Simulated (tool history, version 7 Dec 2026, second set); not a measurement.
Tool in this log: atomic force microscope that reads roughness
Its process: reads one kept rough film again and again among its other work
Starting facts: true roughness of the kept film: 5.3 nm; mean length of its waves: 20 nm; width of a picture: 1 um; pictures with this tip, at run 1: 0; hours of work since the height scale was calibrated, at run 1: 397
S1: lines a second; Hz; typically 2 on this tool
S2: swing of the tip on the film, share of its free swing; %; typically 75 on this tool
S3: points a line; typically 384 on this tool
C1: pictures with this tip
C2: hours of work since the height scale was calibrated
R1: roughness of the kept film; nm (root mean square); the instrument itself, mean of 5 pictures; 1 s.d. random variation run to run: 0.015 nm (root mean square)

run	hour	S1	S2	S3	C1	C2	R1
1	0	2	75	384	0	397	3.49
2	55.7	2	75	384	58	423	2.829
3	95.5	2	75	384	99	442	2.503
4	124.4	2	75	612	130	456	2.32
# hour 163.2: new tip fitted
5	168.5	2	78	384	5	477	3.392
6	217.9	2.55	75	384	57	500	2.733
7	248.1	2.55	75	384	88	515	2.491
8	286.3	2	75	384	128	533	2.341
# hour 328.9: new tip fitted
9	335.3	2	75	384	7	556	3.395
10	366	2	83	384	39	571	2.801
11	415.4	2	83	384	91	594	2.385
12	464.3	2	75	383	142	618	2.237
# hour 491.6: new tip fitted
13	501.7	2	75	383	10	635	3.326
# hour 506.3: height scale calibrated on a step standard
14	539.1	0.57	75	384	49	16	3.266
15	564.6	0.69	60	624	75	28	3.115
16	613.9	0.69	60	624	127	51	2.673
# hour 655.9: new tip fitted
17	655.9	0.52	82	433	0	71	3.9
18	702.1	2	71	384	48	93	3.034
19	746.9	2	86	718	95	115	2.345
# hour 772: height scale calibrated on a step standard, once more
20	784.9	1.66	63	582	134	6	2.479
21	811	1.66	63	582	161	19	2.296
# hour 820.3: new tip fitted
22	861.2	1.66	63	582	43	42	3.353
23	889.7	1.66	63	420	73	56	3.01

Below, some changes in R1 between adjacent runs. For each, the amount present without the hidden state too (settings, incoming material, random variation) and the amount remaining for the hidden state with gauge scatter not shared by both compared results:
The tool's hidden condition here consists of: radius of the tip, nm; height scale over the true one, %; drift of the gauge itself on roughness_nm, %.
Run 4 -> 5: S2 75 -> 78, S3 612 -> 384, new tip fitted. R1 +1.072 nm (root mean square): hidden state +1.195, all else -0.123.
Run 12 -> 13: new tip fitted. R1 +1.089 nm (root mean square): hidden state +1.155, all else -0.066.
Run 16 -> 17: S1 0.69 -> 0.52, S2 60 -> 82, S3 624 -> 433, new tip fitted. R1 +1.227 nm (root mean square): hidden state +1.414, all else -0.187.
